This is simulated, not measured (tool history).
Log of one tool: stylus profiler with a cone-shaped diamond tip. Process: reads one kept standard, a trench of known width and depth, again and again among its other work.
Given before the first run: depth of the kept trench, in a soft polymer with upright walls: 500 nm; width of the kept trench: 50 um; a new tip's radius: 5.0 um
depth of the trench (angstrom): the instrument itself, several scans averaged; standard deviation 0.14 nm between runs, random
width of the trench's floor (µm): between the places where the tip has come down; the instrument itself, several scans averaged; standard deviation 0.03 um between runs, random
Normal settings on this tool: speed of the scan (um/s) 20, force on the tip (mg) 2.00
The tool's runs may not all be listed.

run     day  speed of the scan (um/s)  force on the tip (mg)  depth of the trench (angstrom)  width of the trench's floor (µm)
  1   0.000                        20                   2.00                          5045.4                             44.11
  2   1.483                        20                   2.00                          5045.3                             44.06
  3   3.354                        20                   2.00                          5042.3                             44.07
  4   5.429                        20                   2.00                          5038.5                             43.99
  5   7.729                        20                   2.00                          5039.4                             44.02
  6   9.833                        20                   0.74                          5015.1                             43.92
  7  11.838                        20                   0.74                          5013.9                             43.91
  8  13.738                        20                   1.27                          5027.1                             43.95
  9  15.988                        20                   2.00                          5035.7                             43.85
 10  18.125                        20                   2.00                          5034.9                             43.82
 11  19.504                        20                   2.00                          5035.5                             43.81
 12  21.062                        20                   2.00                          5034.4                             43.80
 13  23.017                         5                   2.00                          5033.0                             43.76
 14  24.012                        56                   2.97                          5047.1                             43.66
 15  24.975                        10                   3.03                          5047.6                             43.72
     25.142  -- height scale calibrated on a step standard
 16  27.138                        10                   3.03                          5039.8                             43.66
 17  29.225                        17                   1.12                          5011.7                             43.62
     30.804  -- height scale calibrated on a step standard, once more
 18  31.262                        19                   1.33                          5032.3                             43.65
 19  32.367                        13                   0.98                          5025.7                             43.61
 20  34.192                        13                   0.98                          5025.6                             43.61
 21  36.121                        16                   4.71                          5072.8                             43.58

Branching from run 21: 3 alternative next runs. What would each branch give?
  A  37.921                        41                   3.31                               ?                                 ?
  B  37.921                        48                   4.71                               ?                                 ?
  C  37.921                        23                   1.88                               ?                                 ?

run  depth of the trench (angstrom)  width of the trench's floor (µm)
  A                          5058.4                             43.47
  B                          5073.3                             43.50
  C                          5036.5                             43.49
The same runs, with their run-to-run variation unchanged, on a tool lacking any hidden condition would have given:
run  depth of the trench (angstrom)  width of the trench's floor (µm)
  A                          5062.8                             45.56
  B                          5077.7                             45.59
  C                          5040.9                             45.58
